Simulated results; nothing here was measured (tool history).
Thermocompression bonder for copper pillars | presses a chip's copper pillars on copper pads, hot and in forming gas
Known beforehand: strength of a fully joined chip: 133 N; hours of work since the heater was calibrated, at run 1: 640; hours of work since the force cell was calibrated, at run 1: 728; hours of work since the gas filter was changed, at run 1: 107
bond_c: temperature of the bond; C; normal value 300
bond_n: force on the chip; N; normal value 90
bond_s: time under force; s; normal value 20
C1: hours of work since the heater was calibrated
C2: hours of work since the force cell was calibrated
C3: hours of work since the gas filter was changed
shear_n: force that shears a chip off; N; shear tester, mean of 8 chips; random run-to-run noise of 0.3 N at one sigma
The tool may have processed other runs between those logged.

Run 1, hour 0.0: usual settings; C1 640; C2 728; C3 107. Result: shear_n 47.6 N.
Run 2, hour 16.8: usual settings but bond_n 84 N; C1 651; C2 739; C3 118. Result: shear_n 45.1 N.
Run 3, hour 30.8: usual settings but bond_n 84 N; C1 660; C2 748; C3 128. Result: shear_n 44.8 N.
Run 4, hour 45.9: usual settings but bond_n 84 N; C1 670; C2 759; C3 138. Result: shear_n 44.8 N.
Run 5, hour 60.9: usual settings but bond_s 44 s; C1 680; C2 769; C3 148. Result: shear_n 62.1 N.
Run 6, hour 77.5: usual settings but bond_s 44 s; C1 692; C2 780; C3 159. Result: shear_n 62.7 N.
Run 7, hour 87.9: usual settings but bond_s 44 s; C1 699; C2 787; C3 166. Result: shear_n 62.6 N.
Run 8, hour 105.2: usual settings but bond_s 44 s; C1 710; C2 798; C3 177. Result: shear_n 62.2 N.
Run 9, hour 128.8: usual settings; C1 726; C2 814; C3 193. Result: shear_n 46.3 N.
Run 10, hour 145.5: usual settings; C1 737; C2 825; C3 205. Result: shear_n 45.7 N.
Run 11, hour 157.0: usual settings; C1 745; C2 833; C3 212. Result: shear_n 46.9 N.
Run 12, hour 169.0: usual settings but bond_c 328 C, bond_n 79 N; C1 753; C2 841; C3 220. Result: shear_n 56.1 N.
Run 13, hour 188.5: usual settings but bond_n 56 N; C1 766; C2 854; C3 233. Result: shear_n 32.5 N.
Run 14, hour 205.2: usual settings but bond_c 316 C, bond_n 87 N; C1 777; C2 865; C3 245. Result: shear_n 52.9 N.
Run 15, hour 219.6: usual settings but bond_n 58 N, bond_s 31 s; C1 787; C2 875; C3 254. Result: shear_n 39.5 N.
Run 16, hour 242.6: usual settings but bond_n 105 N, bond_s 58 s; C1 802; C2 891; C3 270. Result: shear_n 71.7 N.
Run 17, hour 264.7: usual settings but bond_c 294 C, bond_n 83 N, bond_s 10 s; C1 817; C2 905; C3 285. Result: shear_n 29.3 N.
Run 18, hour 274.7: usual settings but bond_c 299 C, bond_n 57 N, bond_s 47 s; C1 824; C2 912; C3 291. Result: shear_n 44.8 N.
Run 19, hour 293.6: usual settings but bond_c 299 C, bond_n 65 N, bond_s 32 s; C1 837; C2 925; C3 304. Result: shear_n 42.2 N.

For some of the steps in shear_n from one run to the next: how much would appear even if the tool had no hidden state, given the settings, what came in and random variation, and how much remains for the hidden state plus any gauge scatter that the measured result and the result without hidden state don't share?
What the log doesn't record here: true temperature of the bond over the reading, C; force that reaches the chip, % of what is set; oxide that the forming gas leaves, % of the face; drift of the gauge itself on shear_n, %.
Run 16 -> 17: bond_c 300 -> 294, bond_n 105 -> 83, bond_s 58 -> 10. shear_n -42.4 N: hidden state +3.7, all else -46.1.
